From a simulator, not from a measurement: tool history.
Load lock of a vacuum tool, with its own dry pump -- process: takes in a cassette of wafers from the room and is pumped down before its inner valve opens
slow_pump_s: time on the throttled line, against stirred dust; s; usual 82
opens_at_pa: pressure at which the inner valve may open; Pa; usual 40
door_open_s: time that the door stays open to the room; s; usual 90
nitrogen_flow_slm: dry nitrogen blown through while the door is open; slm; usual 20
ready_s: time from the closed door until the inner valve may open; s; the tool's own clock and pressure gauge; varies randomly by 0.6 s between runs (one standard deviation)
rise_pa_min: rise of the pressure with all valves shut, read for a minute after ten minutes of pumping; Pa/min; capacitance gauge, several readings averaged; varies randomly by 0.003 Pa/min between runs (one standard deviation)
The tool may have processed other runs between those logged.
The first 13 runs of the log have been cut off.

run,day,slow_pump_s,opens_at_pa,door_open_s,nitrogen_flow_slm,"incoming humidity of the room's air, %",ready_s,rise_pa_min
14,137.083,50,40,90,20,42.8,92.4,0.03
15,148.754,50,40,90,20,48.2,92.7,0.032
16,160.225,82,40,90,20,45.3,121.5,0.033
# day 172.812: door's seal changed, seat wiped
17,174.4,82,40,90,21,47.5,119.9,0.027
18,188.221,82,40,90,21,44.1,121.8,0.031
19,195.421,82,40,90,8,43.7,121.2,0.038
20,206.262,108,67,90,13,44,141.6,0.033
21,213.667,108,67,90,13,45.8,141.8,0.034
22,224.308,82,40,90,7,44.6,120.6,0.036
23,236.55,41,40,77,44,43.3,83.3,0.021
24,243.412,78,40,90,4,42.6,117.1,0.047
25,253.554,71,67,88,29,45.5,107.6,0.023
26,267.45,82,51,90,4,42.5,119.8,0.049
27,274.075,82,51,90,4,45.5,119.2,0.046
28,282.583,58,64,146,12,43.2,95.9,0.043
29,292.629,85,64,146,29,46.1,121.5,0.025
30,304.546,87,64,146,29,47.2,123.4,0.028
31,313.408,87,64,146,29,45.8,123.6,0.026
32,320.962,87,64,146,29,42.4,123.5,0.03
33,334.604,79,64,130,26,44.3,116.4,0.027
34,347.942,102,69,90,20,44.2,136.9,0.029
35,358.779,102,69,90,20,48.2,135,0.03
36,371.154,102,69,90,20,47.1,138.5,0.027
37,385.479,141,69,90,5,42.7,170.5,0.048

Each row is a separate what-if for the run after 37, all from the same tool condition, not one after another. Results?
A,398.029,119,57,90,5,43.7,?,?
B,398.029,137,73,90,7,45.8,?,?
C,398.029,82,71,116,20,43.3,?,?

run,ready_s,rise_pa_min
A,153.4,0.042
B,167.6,0.041
C,116.6,0.031
The same runs, with their run-to-run variation unchanged, on a tool lacking any hidden condition would have given:
run,ready_s,rise_pa_min
A,153.4,0.042
B,167.6,0.041
C,116.5,0.03
